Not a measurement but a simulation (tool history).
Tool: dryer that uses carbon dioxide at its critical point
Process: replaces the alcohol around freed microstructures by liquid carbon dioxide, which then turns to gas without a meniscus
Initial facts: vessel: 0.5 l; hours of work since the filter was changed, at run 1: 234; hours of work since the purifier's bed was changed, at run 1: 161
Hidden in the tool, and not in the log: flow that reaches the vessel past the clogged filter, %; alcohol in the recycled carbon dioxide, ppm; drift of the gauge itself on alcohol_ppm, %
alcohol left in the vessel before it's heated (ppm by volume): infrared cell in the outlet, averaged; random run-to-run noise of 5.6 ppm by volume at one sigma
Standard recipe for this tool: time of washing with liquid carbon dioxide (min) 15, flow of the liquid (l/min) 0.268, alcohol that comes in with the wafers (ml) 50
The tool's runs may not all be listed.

run    hour  time of washing with liquid carbon dioxide (min)  flow of the liquid (l/min)  alcohol that comes in with the wafers (ml)  hours of work since the filter was changed  hours of work since the purifier's bed was changed  alcohol left in the vessel before it's heated (ppm by volume)
  1     0.0                                                15                       0.268                                          50                                         234                                                 161                                                            258
  2    66.8                                                15                       0.268                                          50                                         284                                                 212                                                            298
  3   116.5                                                15                       0.268                                          50                                         322                                                 249                                                            307
      136.2  -- inlet filter changed
  4   157.4                                                15                       0.268                                          50                                          16                                                 279                                                            254
  5   198.2                                                 9                       0.268                                          50                                          47                                                 310                                                           2321
  6   262.7                                                 9                       0.268                                          50                                          95                                                 359                                                           2456
  7   309.2                                                 9                       0.268                                          50                                         131                                                 394                                                           2464
  8   368.7                                                 9                       0.268                                          50                                         175                                                 439                                                           2593
  9   434.6                                                15                       0.268                                          50                                         225                                                 488                                                            370
 10   479.0                                                15                       0.268                                          50                                         259                                                 522                                                            386
 11   537.7                                                15                       0.268                                          50                                         303                                                 566                                                            406
      582.7  -- inlet filter changed
 12   607.1                                                15                       0.268                                          50                                          18                                                 618                                                            362
 13   655.8                                                15                       0.334                                          50                                          55                                                 654                                                            220
 14   687.5                                                16                       0.171                                          63                                          79                                                 678                                                           2125
 15   761.1                                                19                       0.296                                          79                                         135                                                 734                                                            239
 16   793.5                                                19                       0.296                                          79                                         159                                                 758                                                            250
 17   848.7                                                 9                       0.240                                          64                                         201                                                 800                                                           5013
 18   918.0                                                15                       0.268                                          99                                         253                                                 852                                                            679
 19   949.0                                                15                       0.268                                          99                                         276                                                 876                                                            678
 20  1019.3                                                11                       0.268                                         116                                         329                                                 929                                                           3089
     1026.3  -- inlet filter changed
 21  1082.6                                                19                       0.273                                          60                                          42                                                 976                                                            307
 22  1115.3                                                13                       0.322                                          48                                          67                                                1000                                                            394
 23  1178.5                                                13                       0.322                                          48                                         115                                                1048                                                            422
 24  1217.1                                                13                       0.322                                          48                                         144                                                1077                                                            439

Had the tool no unlogged condition, and each run kept its random variation, what would the results have been?
run  alcohol left in the vessel before it's heated (ppm by volume)
  1                                                            166
  2                                                            178
  3                                                            166
  4                                                            161
  5                                                           2108
  6                                                           2157
  7                                                           2111
  8                                                           2150
  9                                                            175
 10                                                            176
 11                                                            173
 12                                                            179
 13                                                             37
 14                                                           1790
 15                                                             28
 16                                                             24
 17                                                           4194
 18                                                            329
 19                                                            326
 20                                                           2150
 21                                                             39
 22                                                            114
 23                                                            112
 24                                                            113
